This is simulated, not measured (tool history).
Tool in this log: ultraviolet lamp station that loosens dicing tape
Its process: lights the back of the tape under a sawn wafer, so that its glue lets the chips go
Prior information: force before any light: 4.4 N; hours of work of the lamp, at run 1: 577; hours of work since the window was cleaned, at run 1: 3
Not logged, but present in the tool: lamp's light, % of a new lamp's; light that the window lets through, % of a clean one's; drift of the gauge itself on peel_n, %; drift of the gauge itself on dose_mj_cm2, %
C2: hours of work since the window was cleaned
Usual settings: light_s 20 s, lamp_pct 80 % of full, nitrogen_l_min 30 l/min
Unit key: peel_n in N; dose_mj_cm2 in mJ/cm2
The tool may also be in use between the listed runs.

run 1 hour=0.0 | light_s=20 lamp_pct=80 nitrogen_l_min=30 | hours_of_work_of_the_lamp=577 C2=3 | peel_n=0.491 dose_mj_cm2=480
-- hour=47.5 lamp changed
run 2 hour=60.7 | light_s=20 lamp_pct=80 nitrogen_l_min=30 | hours_of_work_of_the_lamp=9 C2=45 | peel_n=0.512 dose_mj_cm2=472
run 3 hour=122.9 | light_s=20 lamp_pct=80 nitrogen_l_min=32 | hours_of_work_of_the_lamp=53 C2=88 | peel_n=0.454 dose_mj_cm2=474
run 4 hour=166.8 | light_s=20 lamp_pct=80 nitrogen_l_min=32 | hours_of_work_of_the_lamp=84 C2=119 | peel_n=0.473 dose_mj_cm2=479
run 5 hour=196.4 | light_s=20 lamp_pct=80 nitrogen_l_min=32 | hours_of_work_of_the_lamp=104 C2=140 | peel_n=0.466 dose_mj_cm2=475
run 6 hour=238.4 | light_s=20 lamp_pct=86 nitrogen_l_min=30 | hours_of_work_of_the_lamp=134 C2=169 | peel_n=0.446 dose_mj_cm2=510
run 7 hour=266.1 | light_s=20 lamp_pct=80 nitrogen_l_min=30 | hours_of_work_of_the_lamp=153 C2=189 | peel_n=0.493 dose_mj_cm2=479
run 8 hour=314.1 | light_s=20 lamp_pct=80 nitrogen_l_min=30 | hours_of_work_of_the_lamp=187 C2=222 | peel_n=0.496 dose_mj_cm2=477
run 9 hour=348.9 | light_s=13 lamp_pct=80 nitrogen_l_min=30 | hours_of_work_of_the_lamp=211 C2=246 | peel_n=1.018 dose_mj_cm2=308
run 10 hour=393.0 | light_s=13 lamp_pct=80 nitrogen_l_min=30 | hours_of_work_of_the_lamp=242 C2=277 | peel_n=1.003 dose_mj_cm2=309
-- hour=398.6 window cleaned of glue's vapour
run 11 hour=427.7 | light_s=20 lamp_pct=80 nitrogen_l_min=30 | hours_of_work_of_the_lamp=266 C2=20 | peel_n=0.495 dose_mj_cm2=476
run 12 hour=466.1 | light_s=20 lamp_pct=80 nitrogen_l_min=30 | hours_of_work_of_the_lamp=293 C2=47 | peel_n=0.508 dose_mj_cm2=474
run 13 hour=513.2 | light_s=20 lamp_pct=80 nitrogen_l_min=30 | hours_of_work_of_the_lamp=326 C2=80 | peel_n=0.490 dose_mj_cm2=476
run 14 hour=546.8 | light_s=23 lamp_pct=80 nitrogen_l_min=30 | hours_of_work_of_the_lamp=349 C2=104 | peel_n=0.379 dose_mj_cm2=545
run 15 hour=594.2 | light_s=20 lamp_pct=80 nitrogen_l_min=30 | hours_of_work_of_the_lamp=382 C2=137 | peel_n=0.504 dose_mj_cm2=478
run 16 hour=653.8 | light_s=20 lamp_pct=80 nitrogen_l_min=13 | hours_of_work_of_the_lamp=424 C2=179 | peel_n=0.919 dose_mj_cm2=479
run 17 hour=689.4 | light_s=20 lamp_pct=80 nitrogen_l_min=30 | hours_of_work_of_the_lamp=449 C2=203 | peel_n=0.498 dose_mj_cm2=478
run 18 hour=729.4 | light_s=20 lamp_pct=80 nitrogen_l_min=30 | hours_of_work_of_the_lamp=477 C2=231 | peel_n=0.499 dose_mj_cm2=476
run 19 hour=791.8 | light_s=20 lamp_pct=80 nitrogen_l_min=30 | hours_of_work_of_the_lamp=520 C2=275 | peel_n=0.529 dose_mj_cm2=479
-- hour=797.7 window cleaned of glue's vapour
run 20 hour=833.1 | light_s=13 lamp_pct=80 nitrogen_l_min=30 | hours_of_work_of_the_lamp=549 C2=25 | peel_n=1.000 dose_mj_cm2=310
run 21 hour=865.6 | light_s=13 lamp_pct=80 nitrogen_l_min=30 | hours_of_work_of_the_lamp=572 C2=47 | peel_n=1.034 dose_mj_cm2=304
run 22 hour=908.0 | light_s=16 lamp_pct=72 nitrogen_l_min=48 | hours_of_work_of_the_lamp=601 C2=77 | peel_n=0.665 dose_mj_cm2=340
-- hour=918.5 lamp changed
run 23 hour=954.1 | light_s=16 lamp_pct=72 nitrogen_l_min=48 | hours_of_work_of_the_lamp=25 C2=109 | peel_n=0.666 dose_mj_cm2=340
run 24 hour=997.4 | light_s=11 lamp_pct=97 nitrogen_l_min=30 | hours_of_work_of_the_lamp=55 C2=139 | peel_n=0.996 dose_mj_cm2=318
run 25 hour=1039.9 | light_s=20 lamp_pct=75 nitrogen_l_min=20 | hours_of_work_of_the_lamp=85 C2=169 | peel_n=0.744 dose_mj_cm2=449
run 26 hour=1097.5 | light_s=11 lamp_pct=90 nitrogen_l_min=49 | hours_of_work_of_the_lamp=125 C2=209 | peel_n=0.830 dose_mj_cm2=290
run 27 hour=1124.8 | light_s=11 lamp_pct=90 nitrogen_l_min=17 | hours_of_work_of_the_lamp=144 C2=228 | peel_n=1.480 dose_mj_cm2=294
run 28 hour=1173.9 | light_s=34 lamp_pct=61 nitrogen_l_min=35 | hours_of_work_of_the_lamp=179 C2=263 | peel_n=0.257 dose_mj_cm2=618
-- hour=1198.5 window cleaned of glue's vapour
run 29 hour=1199.6 | light_s=13 lamp_pct=96 nitrogen_l_min=14 | hours_of_work_of_the_lamp=196 C2=1 | peel_n=1.173 dose_mj_cm2=371
run 30 hour=1242.3 | light_s=13 lamp_pct=96 nitrogen_l_min=14 | hours_of_work_of_the_lamp=226 C2=31 | peel_n=1.196 dose_mj_cm2=370
run 31 hour=1280.7 | light_s=13 lamp_pct=96 nitrogen_l_min=14 | hours_of_work_of_the_lamp=253 C2=58 | peel_n=1.193 dose_mj_cm2=373
run 32 hour=1338.3 | light_s=13 lamp_pct=96 nitrogen_l_min=14 | hours_of_work_of_the_lamp=293 C2=98 | peel_n=1.222 dose_mj_cm2=374
run 33 hour=1392.0 | light_s=13 lamp_pct=96 nitrogen_l_min=14 | hours_of_work_of_the_lamp=331 C2=135 | peel_n=1.195 dose_mj_cm2=371
run 34 hour=1427.9 | light_s=36 lamp_pct=80 nitrogen_l_min=30 | hours_of_work_of_the_lamp=356 C2=161 | peel_n=0.155 dose_mj_cm2=857
run 35 hour=1458.1 | light_s=36 lamp_pct=80 nitrogen_l_min=30 | hours_of_work_of_the_lamp=377 C2=182 | peel_n=0.145 dose_mj_cm2=866
run 36 hour=1511.2 | light_s=12 lamp_pct=81 nitrogen_l_min=23 | hours_of_work_of_the_lamp=414 C2=219 | peel_n=1.269 dose_mj_cm2=293
run 37 hour=1561.1 | light_s=35 lamp_pct=93 nitrogen_l_min=27 | hours_of_work_of_the_lamp=449 C2=254 | peel_n=0.122 dose_mj_cm2=971
run 38 hour=1593.4 | light_s=14 lamp_pct=93 nitrogen_l_min=13 | hours_of_work_of_the_lamp=472 C2=276 | peel_n=1.172 dose_mj_cm2=380
-- hour=1596.7 window cleaned of glue's vapour
run 39 hour=1639.6 | light_s=14 lamp_pct=93 nitrogen_l_min=13 | hours_of_work_of_the_lamp=504 C2=30 | peel_n=1.184 dose_mj_cm2=387
run 40 hour=1669.7 | light_s=20 lamp_pct=61 nitrogen_l_min=14 | hours_of_work_of_the_lamp=525 C2=51 | peel_n=1.224 dose_mj_cm2=361
run 41 hour=1712.7 | light_s=20 lamp_pct=61 nitrogen_l_min=14 | hours_of_work_of_the_lamp=555 C2=81 | peel_n=1.289 dose_mj_cm2=361
run 42 hour=1749.2 | light_s=20 lamp_pct=95 nitrogen_l_min=32 | hours_of_work_of_the_lamp=581 C2=107 | peel_n=0.337 dose_mj_cm2=573

Below are 4 alternative next runs, each starting from the tool's condition after run 42. Predict each:
-- hour=1794.7 lamp changed
run A hour=1805.1 | light_s=16 lamp_pct=63 nitrogen_l_min=28 | hours_of_work_of_the_lamp=7 C2=145 | peel_n=? dose_mj_cm2=?
-- hour=1794.7 lamp changed
run B hour=1805.1 | light_s=19 lamp_pct=74 nitrogen_l_min=23 | hours_of_work_of_the_lamp=7 C2=145 | peel_n=? dose_mj_cm2=?
-- hour=1794.7 lamp changed
run C hour=1805.1 | light_s=20 lamp_pct=65 nitrogen_l_min=32 | hours_of_work_of_the_lamp=7 C2=145 | peel_n=? dose_mj_cm2=?
-- hour=1794.7 lamp changed
run D hour=1805.1 | light_s=31 lamp_pct=80 nitrogen_l_min=30 | hours_of_work_of_the_lamp=7 C2=145 | peel_n=? dose_mj_cm2=?

run=A peel_n=1.067 dose_mj_cm2=301
run=B peel_n=0.713 dose_mj_cm2=421
run=C peel_n=0.686 dose_mj_cm2=389
run=D peel_n=0.206 dose_mj_cm2=737
With no hidden state in the tool, these same runs would have given:
run=A peel_n=1.066 dose_mj_cm2=301
run=B peel_n=0.712 dose_mj_cm2=421
run=C peel_n=0.685 dose_mj_cm2=389
run=D peel_n=0.206 dose_mj_cm2=738
